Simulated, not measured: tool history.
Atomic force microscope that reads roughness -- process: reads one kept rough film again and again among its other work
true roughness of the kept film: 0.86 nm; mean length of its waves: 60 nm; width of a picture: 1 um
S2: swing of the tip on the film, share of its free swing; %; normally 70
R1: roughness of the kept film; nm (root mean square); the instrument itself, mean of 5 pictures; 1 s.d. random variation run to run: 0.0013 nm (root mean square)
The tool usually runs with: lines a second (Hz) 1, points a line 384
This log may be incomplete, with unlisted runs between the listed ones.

run 1 hour=0 | lines_a_second_(Hz)=1 S2=70 points_a_line=384 | R1=0.834
run 2 hour=29.9 | lines_a_second_(Hz)=1 S2=70 points_a_line=384 | R1=0.829
run 3 hour=53.1 | lines_a_second_(Hz)=1 S2=70 points_a_line=384 | R1=0.825
run 4 hour=72.6 | lines_a_second_(Hz)=1 S2=70 points_a_line=384 | R1=0.821
run 5 hour=84.8 | lines_a_second_(Hz)=1 S2=70 points_a_line=909 | R1=0.82
run 6 hour=107.5 | lines_a_second_(Hz)=1 S2=70 points_a_line=384 | R1=0.818
run 7 hour=125.6 | lines_a_second_(Hz)=1 S2=70 points_a_line=384 | R1=0.812
run 8 hour=149.2 | lines_a_second_(Hz)=1.42 S2=70 points_a_line=384 | R1=0.803
-- hour=164.2 new tip fitted
run 9 hour=174 | lines_a_second_(Hz)=1.42 S2=70 points_a_line=271 | R1=0.823
run 10 hour=193.5 | lines_a_second_(Hz)=1.42 S2=70 points_a_line=271 | R1=0.821
run 11 hour=217.7 | lines_a_second_(Hz)=1.42 S2=70 points_a_line=271 | R1=0.819
run 12 hour=235.8 | lines_a_second_(Hz)=1.42 S2=70 points_a_line=271 | R1=0.815
run 13 hour=250.4 | lines_a_second_(Hz)=1.42 S2=70 points_a_line=271 | R1=0.812
run 14 hour=273.5 | lines_a_second_(Hz)=1.42 S2=70 points_a_line=678 | R1=0.813
run 15 hour=291.8 | lines_a_second_(Hz)=1 S2=70 points_a_line=384 | R1=0.815
run 16 hour=305.9 | lines_a_second_(Hz)=1.41 S2=65 points_a_line=788 | R1=0.813
run 17 hour=325.3 | lines_a_second_(Hz)=1.41 S2=65 points_a_line=788 | R1=0.809
-- hour=328 new tip fitted
run 18 hour=351.6 | lines_a_second_(Hz)=1.41 S2=65 points_a_line=788 | R1=0.833
run 19 hour=366.6 | lines_a_second_(Hz)=1.41 S2=65 points_a_line=275 | R1=0.83
run 20 hour=385.3 | lines_a_second_(Hz)=2.64 S2=75 points_a_line=442 | R1=0.79
run 21 hour=410.3 | lines_a_second_(Hz)=2.64 S2=75 points_a_line=489 | R1=0.784
run 22 hour=428.6 | lines_a_second_(Hz)=2.81 S2=60 points_a_line=294 | R1=0.812
run 23 hour=458.6 | lines_a_second_(Hz)=2.12 S2=60 points_a_line=294 | R1=0.816
run 24 hour=486.3 | lines_a_second_(Hz)=3.23 S2=60 points_a_line=531 | R1=0.801
-- hour=492.8 new tip fitted
run 25 hour=515.4 | lines_a_second_(Hz)=3.6 S2=60 points_a_line=341 | R1=0.819
run 26 hour=535.1 | lines_a_second_(Hz)=0.64 S2=78 points_a_line=813 | R1=0.832
run 27 hour=551.4 | lines_a_second_(Hz)=2.38 S2=70 points_a_line=889 | R1=0.807
run 28 hour=571.5 | lines_a_second_(Hz)=3.08 S2=70 points_a_line=630 | R1=0.793
run 29 hour=590.5 | lines_a_second_(Hz)=2.28 S2=70 points_a_line=630 | R1=0.803

Consider 3 possible next runs. They are alternatives, not a sequence: every one starts from the tool as it was left by run 29. What does each give?
run A hour=606 | lines_a_second_(Hz)=1 S2=77 points_a_line=384 | R1=?
run B hour=606 | lines_a_second_(Hz)=0.88 S2=63 points_a_line=711 | R1=?
run C hour=606 | lines_a_second_(Hz)=3.89 S2=56 points_a_line=384 | R1=?

run=A R1=0.81
run=B R1=0.826
run=C R1=0.81
What these runs would have given with no unlogged condition in the tool:
run=A R1=0.823
run=B R1=0.84
run=C R1=0.823
